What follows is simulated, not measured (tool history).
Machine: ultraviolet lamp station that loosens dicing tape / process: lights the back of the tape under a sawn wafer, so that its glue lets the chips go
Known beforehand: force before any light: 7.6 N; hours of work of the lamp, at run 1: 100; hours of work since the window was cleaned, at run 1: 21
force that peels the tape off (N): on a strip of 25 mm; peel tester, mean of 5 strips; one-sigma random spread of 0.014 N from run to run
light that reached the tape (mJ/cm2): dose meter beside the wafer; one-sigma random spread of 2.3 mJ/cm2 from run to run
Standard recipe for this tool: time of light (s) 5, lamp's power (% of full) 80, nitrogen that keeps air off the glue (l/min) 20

| run | hour | time of light (s) | lamp's power (% of full) | nitrogen that keeps air off the glue (l/min) | hours of work of the lamp | hours of work since the window was cleaned | force that peels the tape off (N) | light that reached the tape (mJ/cm2) |
|---|---|---|---|---|---|---|---|---|
| 1 | 0 | 5 | 80 | 20 | 100 | 21 | 0.676 | 219 |
| 2 | 87.5 | 5 | 80 | 20 | 152 | 73 | 0.688 | 222 |
| 3 | 141.5 | 5 | 80 | 20 | 184 | 105 | 0.682 | 219 |
| 4 | 237.9 | 5 | 80 | 20 | 242 | 162 | 0.693 | 223 |
| 5 | 306.4 | 5 | 80 | 20 | 282 | 203 | 0.703 | 220 |
| 6 | 404.2 | 5 | 80 | 20 | 340 | 261 | 0.67 | 219 |
| 7 | 464.3 | 5 | 76 | 26 | 376 | 297 | 0.697 | 209 |
| 8 | 542.7 | 5 | 95 | 26 | 423 | 343 | 0.397 | 264 |
| 9 | 627.4 | 5 | 95 | 26 | 473 | 393 | 0.405 | 259 |
| 10 | 691.1 | 5 | 95 | 26 | 511 | 431 | 0.42 | 261 |
| 11 | 742.6 | 5 | 95 | 26 | 541 | 462 | 0.414 | 264 |

Here are 3 independent what-if runs from the current tool condition. What would each one return?
| A | 804.4 | 3 | 80 | 31 | 578 | 498 | ? | ? |
| B | 804.4 | 3 | 80 | 8 | 578 | 498 | ? | ? |
| C | 804.4 | 5 | 70 | 26 | 578 | 498 | ? | ? |

| run | force that peels the tape off (N) | light that reached the tape (mJ/cm2) |
|---|---|---|
| A | 1.574 | 129 |
| B | 2.285 | 134 |
| C | 0.83 | 186 |
The same runs, with their run-to-run variation unchanged, on a tool lacking any hidden condition would have given:
| run | force that peels the tape off (N) | light that reached the tape (mJ/cm2) |
|---|---|---|
| A | 1.568 | 130 |
| B | 2.278 | 134 |
| C | 0.825 | 187 |

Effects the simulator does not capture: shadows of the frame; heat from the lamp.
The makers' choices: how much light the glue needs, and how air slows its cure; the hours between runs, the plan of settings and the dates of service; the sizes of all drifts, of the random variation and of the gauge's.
